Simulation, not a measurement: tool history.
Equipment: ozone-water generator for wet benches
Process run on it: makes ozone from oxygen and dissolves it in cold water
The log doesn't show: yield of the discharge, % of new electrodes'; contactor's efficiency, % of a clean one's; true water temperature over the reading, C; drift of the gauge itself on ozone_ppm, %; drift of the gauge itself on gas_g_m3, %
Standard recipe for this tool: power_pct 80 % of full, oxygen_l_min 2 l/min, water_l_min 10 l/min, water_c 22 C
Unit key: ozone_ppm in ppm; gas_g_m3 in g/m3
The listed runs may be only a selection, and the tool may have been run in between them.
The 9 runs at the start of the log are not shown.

| run | hour | power_pct | oxygen_l_min | water_l_min | water_c | hours of work since the electrodes were changed | hours of work since the contactor was cleaned | hours of work since the thermometer was calibrated | ozone_ppm | gas_g_m3 |
|---|---|---|---|---|---|---|---|---|---|---|
| 10 | 672.9 | 80 | 2 | 10 | 23 | 4276 | 3800 | 2997 | 13.3 | 196.5 |
| 11 | 761.8 | 80 | 2 | 10 | 22 | 4354 | 3878 | 3075 | 13.6 | 195 |
| 12 | 819.9 | 80 | 2 | 10 | 22 | 4405 | 3929 | 3126 | 13.7 | 196.3 |
| 13 | 875.1 | 80 | 2 | 10 | 15 | 4454 | 3978 | 3174 | 14.7 | 193.4 |
| 14 | 939.5 | 80 | 2 | 9 | 22 | 4510 | 4034 | 3231 | 14.9 | 193.3 |
| 15 | 1024.5 | 80 | 2 | 9 | 22 | 4585 | 4109 | 3306 | 15.1 | 193.1 |
| 16 | 1104.8 | 80 | 2 | 9 | 22 | 4656 | 4179 | 3376 | 14.8 | 195.6 |
| 17 | 1152.9 | 80 | 2 | 10 | 22 | 4698 | 4222 | 3418 | 13.7 | 194.5 |
| 18 | 1204.9 | 82 | 1.39 | 8 | 27 | 4744 | 4267 | 3464 | 15.7 | 241.7 |
| 19 | 1307.8 | 50 | 2 | 10 | 22 | 4834 | 4358 | 3555 | 9.6 | 139.2 |
| 20 | 1353.5 | 45 | 2 | 13 | 22 | 4874 | 4398 | 3595 | 7 | 129.6 |
| 21 | 1466.6 | 55 | 1.58 | 12 | 18 | 4974 | 4497 | 3694 | 8.7 | 170.2 |
| 22 | 1512 | 55 | 1.58 | 12 | 18 | 5014 | 4537 | 3734 | 8.6 | 169.7 |
|  | 1521.8 | water thermometer calibrated |
| 23 | 1624.5 | 75 | 1.98 | 10 | 28 | 5112 | 4636 | 90 | 11.8 | 185.4 |
| 24 | 1718 | 77 | 1.2 | 6 | 26 | 5194 | 4718 | 172 | 19.4 | 248.3 |
| 25 | 1764.8 | 77 | 1.2 | 6 | 26 | 5235 | 4759 | 213 | 19.3 | 247.2 |
| 26 | 1821.7 | 77 | 1.2 | 6 | 26 | 5285 | 4809 | 263 | 19.4 | 247.2 |
|  | 1833.5 | water thermometer calibrated, once more |
| 27 | 1893.7 | 77 | 2.51 | 6 | 26 | 5348 | 4872 | 53 | 18.4 | 166.6 |
| 28 | 1973.2 | 52 | 1.45 | 7 | 26 | 5418 | 4942 | 123 | 12.7 | 168.8 |
| 29 | 2041.4 | 80 | 2.91 | 10 | 20 | 5478 | 5002 | 183 | 13.6 | 156.7 |
| 30 | 2152.4 | 80 | 2 | 13 | 15 | 5575 | 5099 | 280 | 11.1 | 193 |
| 31 | 2265.5 | 89 | 2.02 | 10 | 17 | 5675 | 5198 | 380 | 14.9 | 205.4 |
| 32 | 2367.2 | 89 | 2.02 | 10 | 18 | 5764 | 5288 | 469 | 14.9 | 207.5 |
| 33 | 2463.8 | 89 | 2.02 | 10 | 18 | 5849 | 5373 | 554 | 14.8 | 204.8 |

3 ways to go on from here, each from the tool as it stands after run 33. What would each give?
| A | 2520.5 | 80 | 2 | 10 | 22 | 5899 | 5422 | 604 | ? | ? |
| B | 2520.5 | 58 | 2 | 15 | 14 | 5899 | 5422 | 604 | ? | ? |
| C | 2520.5 | 80 | 2.48 | 10 | 24 | 5899 | 5422 | 604 | ? | ? |

| run | ozone_ppm | gas_g_m3 |
|---|---|---|
| A | 13.1 | 191.3 |
| B | 7.5 | 153.4 |
| C | 12.8 | 170.7 |
Stripped of hidden state, with their random variation kept, the same runs would have yielded:
| run | ozone_ppm | gas_g_m3 |
|---|---|---|
| A | 14.8 | 205.8 |
| B | 8.4 | 162.5 |
| C | 14.5 | 183.6 |
